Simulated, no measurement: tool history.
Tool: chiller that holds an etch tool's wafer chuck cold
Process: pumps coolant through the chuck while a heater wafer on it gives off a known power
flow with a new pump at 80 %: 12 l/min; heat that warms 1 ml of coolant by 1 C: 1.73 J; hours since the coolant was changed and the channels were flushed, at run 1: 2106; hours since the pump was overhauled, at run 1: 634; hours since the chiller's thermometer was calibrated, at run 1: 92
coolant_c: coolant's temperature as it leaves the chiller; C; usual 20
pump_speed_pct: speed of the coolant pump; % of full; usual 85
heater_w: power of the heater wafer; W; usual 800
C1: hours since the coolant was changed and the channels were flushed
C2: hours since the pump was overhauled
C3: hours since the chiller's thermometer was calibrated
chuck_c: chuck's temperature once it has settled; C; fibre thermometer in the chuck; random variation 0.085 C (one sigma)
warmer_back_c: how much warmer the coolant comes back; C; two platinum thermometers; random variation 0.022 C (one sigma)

Run 1, hour 0.0: usual settings; C1 2106; C2 634; C3 92. Result: chuck_c 25.36 C, warmer_back_c 2.23 C.
Run 2, hour 27.8: usual settings; C1 2134; C2 662; C3 120. Result: chuck_c 25.20 C, warmer_back_c 2.21 C.
Run 3, hour 72.5: usual settings; C1 2179; C2 706; C3 164. Result: chuck_c 25.62 C, warmer_back_c 2.24 C.
Run 4, hour 92.9: usual settings; C1 2199; C2 727; C3 185. Result: chuck_c 25.43 C, warmer_back_c 2.16 C.
Run 5, hour 115.5: usual settings; C1 2222; C2 749; C3 207. Result: chuck_c 25.37 C, warmer_back_c 2.17 C.
At hour 120.4: chiller's thermometer calibrated.
Run 6, hour 134.7: usual settings but pump_speed_pct 64 % of full; C1 2240; C2 768; C3 14. Result: chuck_c 26.36 C, warmer_back_c 2.89 C.
Run 7, hour 178.2: usual settings but pump_speed_pct 79 % of full; C1 2283; C2 811; C3 58. Result: chuck_c 25.59 C, warmer_back_c 2.36 C.
Run 8, hour 200.6: usual settings but pump_speed_pct 79 % of full; C1 2306; C2 833; C3 80. Result: chuck_c 25.68 C, warmer_back_c 2.38 C.
At hour 215.4: chiller's thermometer calibrated, once more.
Run 9, hour 246.1: usual settings; C1 2350; C2 878; C3 31. Result: chuck_c 25.57 C, warmer_back_c 2.20 C.
Run 10, hour 283.4: usual settings but coolant_c 11 C, pump_speed_pct 67 % of full, heater_w 1031 W; C1 2387; C2 915; C3 68. Result: chuck_c 19.32 C, warmer_back_c 3.58 C.
Run 11, hour 324.3: usual settings but coolant_c 11 C, pump_speed_pct 96 % of full, heater_w 593 W; C1 2428; C2 956; C3 109. Result: chuck_c 14.65 C, warmer_back_c 1.44 C.
Run 12, hour 365.1: usual settings but pump_speed_pct 68 % of full; C1 2469; C2 997; C3 150. Result: chuck_c 26.57 C, warmer_back_c 2.75 C.
Run 13, hour 401.4: usual settings but coolant_c 23 C, pump_speed_pct 80 % of full, heater_w 722 W; C1 2505; C2 1033; C3 186. Result: chuck_c 28.43 C, warmer_back_c 2.12 C.
Run 14, hour 433.6: usual settings but coolant_c 22 C, pump_speed_pct 90 % of full, heater_w 868 W; C1 2538; C2 1065; C3 218. Result: chuck_c 27.87 C, warmer_back_c 2.29 C.
Run 15, hour 459.9: usual settings but coolant_c 12 C, pump_speed_pct 94 % of full, heater_w 868 W; C1 2564; C2 1092; C3 244. Result: chuck_c 17.50 C, warmer_back_c 2.18 C.
Run 16, hour 492.5: usual settings but coolant_c 23 C, pump_speed_pct 83 % of full, heater_w 996 W; C1 2597; C2 1124; C3 277. Result: chuck_c 30.02 C, warmer_back_c 2.80 C.
Run 17, hour 519.3: usual settings but coolant_c 18 C, pump_speed_pct 83 % of full, heater_w 1081 W; C1 2623; C2 1151; C3 304. Result: chuck_c 25.73 C, warmer_back_c 3.07 C.

The same runs without the tool's hidden state, with the same run-to-run variation:
The hidden state here: heat passed by the chuck's channels, % of clean ones'; flow at a given pump speed, % of a new pump's; coolant's true temperature over the reading, C; drift of the gauge itself on chuck_c, C; drift of the gauge itself on warmer_back_c, C.
run  chuck_c  warmer_back_c
  1    24.98           2.22
  2    24.82           2.19
  3    25.23           2.22
  4    25.04           2.14
  5    24.98           2.15
  6    25.94           2.86
  7    25.24           2.33
  8    25.33           2.35
  9    25.05           2.17
 10    18.52           3.53
 11    14.30           1.42
 12    25.95           2.71
 13    27.94           2.09
 14    27.30           2.25
 15    16.94           2.14
 16    29.31           2.75
 17    24.94           3.02

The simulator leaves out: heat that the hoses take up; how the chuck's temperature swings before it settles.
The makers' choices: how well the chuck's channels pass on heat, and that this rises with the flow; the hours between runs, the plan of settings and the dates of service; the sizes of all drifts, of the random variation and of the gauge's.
